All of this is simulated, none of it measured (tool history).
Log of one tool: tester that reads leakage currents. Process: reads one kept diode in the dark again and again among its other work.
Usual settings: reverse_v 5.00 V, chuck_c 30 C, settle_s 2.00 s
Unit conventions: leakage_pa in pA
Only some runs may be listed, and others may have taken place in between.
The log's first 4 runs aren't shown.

run 5 day=6.975 | reverse_v=1.17 chuck_c=30 settle_s=2.00 | leakage_pa=63.15
run 6 day=8.879 | reverse_v=1.17 chuck_c=30 settle_s=2.66 | leakage_pa=63.42
run 7 day=10.662 | reverse_v=5.00 chuck_c=41 settle_s=2.00 | leakage_pa=308.55
run 8 day=11.933 | reverse_v=5.00 chuck_c=41 settle_s=2.00 | leakage_pa=309.20
run 9 day=13.417 | reverse_v=5.00 chuck_c=30 settle_s=2.00 | leakage_pa=135.43
run 10 day=15.192 | reverse_v=5.00 chuck_c=30 settle_s=2.00 | leakage_pa=136.61
run 11 day=16.671 | reverse_v=5.00 chuck_c=30 settle_s=2.00 | leakage_pa=136.04
run 12 day=17.946 | reverse_v=5.00 chuck_c=25 settle_s=2.00 | leakage_pa=92.62
run 13 day=19.592 | reverse_v=5.00 chuck_c=25 settle_s=2.00 | leakage_pa=93.32
run 14 day=21.638 | reverse_v=5.00 chuck_c=25 settle_s=2.00 | leakage_pa=92.74
run 15 day=22.983 | reverse_v=5.00 chuck_c=25 settle_s=2.00 | leakage_pa=93.30
run 16 day=24.371 | reverse_v=5.00 chuck_c=22 settle_s=2.00 | leakage_pa=73.70
run 17 day=26.433 | reverse_v=5.00 chuck_c=30 settle_s=2.00 | leakage_pa=137.66
run 18 day=28.308 | reverse_v=5.00 chuck_c=30 settle_s=2.00 | leakage_pa=139.39
run 19 day=29.604 | reverse_v=5.00 chuck_c=30 settle_s=2.00 | leakage_pa=138.46
run 20 day=30.717 | reverse_v=5.00 chuck_c=23 settle_s=2.00 | leakage_pa=80.55
run 21 day=31.558 | reverse_v=3.90 chuck_c=28 settle_s=5.98 | leakage_pa=103.78
run 22 day=33.450 | reverse_v=1.47 chuck_c=45 settle_s=0.99 | leakage_pa=223.28
-- day=33.633 tester calibrated
run 23 day=34.404 | reverse_v=1.04 chuck_c=30 settle_s=2.00 | leakage_pa=61.29
run 24 day=35.521 | reverse_v=1.42 chuck_c=27 settle_s=3.20 | leakage_pa=57.35
run 25 day=36.975 | reverse_v=5.00 chuck_c=30 settle_s=1.10 | leakage_pa=140.02
run 26 day=38.379 | reverse_v=19.08 chuck_c=30 settle_s=2.00 | leakage_pa=286.56
-- day=39.438 tester calibrated, once more
run 27 day=39.767 | reverse_v=19.08 chuck_c=30 settle_s=1.73 | leakage_pa=288.32

The next listed run, before its measurement:
run 28 day=40.946 | reverse_v=3.53 chuck_c=30 settle_s=8.64 | leakage_pa=?

Run 28 measured leakage_pa 116.88 pA.
Had the tool carried no hidden state, the very same run would have given leakage_pa 100.55 pA.
